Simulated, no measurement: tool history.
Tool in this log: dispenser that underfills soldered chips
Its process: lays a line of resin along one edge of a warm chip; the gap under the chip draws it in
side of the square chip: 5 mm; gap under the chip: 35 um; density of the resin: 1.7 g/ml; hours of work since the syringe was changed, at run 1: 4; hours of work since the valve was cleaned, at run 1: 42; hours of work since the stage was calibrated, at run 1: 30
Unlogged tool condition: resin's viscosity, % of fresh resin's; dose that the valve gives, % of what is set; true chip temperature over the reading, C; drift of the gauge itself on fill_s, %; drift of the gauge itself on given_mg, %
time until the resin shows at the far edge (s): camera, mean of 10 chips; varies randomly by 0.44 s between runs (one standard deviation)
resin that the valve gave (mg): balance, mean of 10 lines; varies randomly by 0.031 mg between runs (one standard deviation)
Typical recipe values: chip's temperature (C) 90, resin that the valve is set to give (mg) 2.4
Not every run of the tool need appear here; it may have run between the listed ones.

run,hour,chip's temperature (C),resin that the valve is set to give (mg),hours of work since the syringe was changed,hours of work since the valve was cleaned,hours of work since the stage was calibrated,time until the resin shows at the far edge (s),resin that the valve gave (mg)
1,0,90,2.4,4,42,30,44,2.29
2,6.9,90,2.4,8,46,34,62.7,2.3
# hour 13.1: new syringe of resin
3,13.3,90,2.4,0,50,38,32.1,2.29
4,19.4,90,2.4,4,54,42,44,2.3
5,25.7,90,2.23,8,58,46,61.6,2.15
6,29,90,2.4,10,60,48,72,2.25
# hour 32.3: new syringe of resin
7,34.4,90,2.4,1,63,51,35.5,2.31
8,37.5,90,2.4,3,65,53,42.3,2.25
9,44.1,90,2.4,7,69,57,59.5,2.27
10,47.9,102,2.4,10,71,59,45.8,2.21
# hour 51.2: new syringe of resin
11,55,102,2.4,2,75,63,24.1,2.28
12,60.4,102,2.4,6,79,67,32.1,2.23
13,64.8,90,2.4,8,82,70,64.3,2.24
14,69.6,90,2.4,11,85,73,82.9,2.21
# hour 70.2: new syringe of resin
15,74.6,90,2.28,3,87,75,40.6,2.13
16,81.1,90,2.64,7,91,79,55.4,2.43
17,84.9,90,2.64,9,94,82,67.5,2.4
# hour 89.6: new syringe of resin
18,90.9,90,2.64,1,97,85,34.6,2.43
19,95.7,90,2.64,4,100,88,43.3,2.46
20,99.2,80,3.05,6,102,90,78.6,2.81
21,104.2,92,2.06,9,106,94,66.3,1.89
22,107.7,103,2.5,11,108,96,49.4,2.25
# hour 108.5: new syringe of resin
23,112.6,88,2.22,3,111,99,43.5,2
# hour 114: dispensing valve cleaned and set on the balance
24,118.2,91,2.51,5,3,101,48.3,2.5
25,122,90,2.61,8,5,104,60,2.55
26,127.9,90,2.61,11,9,107,83.2,2.6
# hour 128.8: new syringe of resin
27,131.2,90,2.18,2,10,109,37.4,2.14
28,137,90,2.21,5,14,113,49.9,2.21
29,144,103,2.84,9,18,117,41.8,2.86
# hour 147.7: new syringe of resin
30,148.9,103,2.53,1,21,120,20.9,2.45
31,154.6,100,2.53,4,25,124,31.3,2.48
32,157.9,99,3,6,27,126,37.5,2.89
33,163.8,90,2.05,10,30,129,77.2,1.98
# hour 167.1: new syringe of resin
34,169.6,90,2.05,2,34,133,38,1.94
35,176,104,2.2,6,38,137,30.3,2.15

Hidden condition of the tool, last listed run before each entry between runs versus first listed run after:
Runs 2 to 3: new syringe of resin (hour 13.1)
  resin's viscosity, % of fresh resin's: 197.5 -> 100.9; dose that the valve gives, % of what is set: 96.21 -> 95.87; true chip temperature over the reading, C: -0.13 -> -0.14
  measured minus no-state result, time until the resin shows at the far edge (s): +31.6 -> +0.7; resin that the valve gave (mg): -0.09 -> -0.1
Runs 6 to 7: new syringe of resin (hour 32.3)
  resin's viscosity, % of fresh resin's: 226.7 -> 112.8; dose that the valve gives, % of what is set: 95.01 -> 94.76; true chip temperature over the reading, C: -0.18 -> -0.2
  measured minus no-state result, time until the resin shows at the far edge (s): +40.8 -> +4.5; resin that the valve gave (mg): -0.12 -> -0.13
Runs 10 to 11: new syringe of resin (hour 51.2)
  resin's viscosity, % of fresh resin's: 226.8 -> 122.9; dose that the valve gives, % of what is set: 94.06 -> 93.7; true chip temperature over the reading, C: -0.23 -> -0.24
  measured minus no-state result, time until the resin shows at the far edge (s): +25.8 -> +4.9; resin that the valve gave (mg): -0.14 -> -0.15
Runs 14 to 15: new syringe of resin (hour 70.2)
  resin's viscosity, % of fresh resin's: 260.7 -> 124.7; dose that the valve gives, % of what is set: 92.97 -> 92.73; true chip temperature over the reading, C: -0.28 -> -0.29
  measured minus no-state result, time until the resin shows at the far edge (s): +51.8 -> +8.9; resin that the valve gave (mg): -0.17 -> -0.17
Runs 17 to 18: new syringe of resin (hour 89.6)
  resin's viscosity, % of fresh resin's: 212.6 -> 106.5; dose that the valve gives, % of what is set: 92.17 -> 91.87; true chip temperature over the reading, C: -0.32 -> -0.33
  measured minus no-state result, time until the resin shows at the far edge (s): +36.4 -> +2.7; resin that the valve gave (mg): -0.2 -> -0.22
Runs 22 to 23: new syringe of resin (hour 108.5)
  resin's viscosity, % of fresh resin's: 253.4 -> 123.3; dose that the valve gives, % of what is set: 90.99 -> 90.75; true chip temperature over the reading, C: -0.38 -> -0.39
  measured minus no-state result, time until the resin shows at the far edge (s): +30.3 -> +9.5; resin that the valve gave (mg): -0.23 -> -0.2
Runs 23 to 24: dispensing valve cleaned and set on the balance (hour 114)
  resin's viscosity, % of fresh resin's: 123.3 -> 156.1; dose that the valve gives, % of what is set: 90.75 -> 99.64; true chip temperature over the reading, C: -0.39 -> -0.4
  measured minus no-state result, time until the resin shows at the far edge (s): +9.5 -> +17.9; resin that the valve gave (mg): -0.2 -> -0.01
Runs 26 to 27: new syringe of resin (hour 128.8)
  resin's viscosity, % of fresh resin's: 257.5 -> 114.5; dose that the valve gives, % of what is set: 99.14 -> 98.95
  measured minus no-state result, time until the resin shows at the far edge (s): +51.4 -> +5.4; resin that the valve gave (mg): -0.03 -> -0.02
Runs 29 to 30: new syringe of resin (hour 147.7)
  resin's viscosity, % of fresh resin's: 221.6 -> 107.5; dose that the valve gives, % of what is set: 98.27 -> 98.03; true chip temperature over the reading, C: -0.47 -> -0.48
  measured minus no-state result, time until the resin shows at the far edge (s): +23.7 -> +1.8; resin that the valve gave (mg): -0.05 -> -0.05
Runs 33 to 34: new syringe of resin (hour 167.1)
  resin's viscosity, % of fresh resin's: 231.1 -> 114.6; dose that the valve gives, % of what is set: 97.22 -> 96.92; true chip temperature over the reading, C: -0.51 -> -0.53
  measured minus no-state result, time until the resin shows at the far edge (s): +44.8 -> +5.8; resin that the valve gave (mg): -0.06 -> -0.07
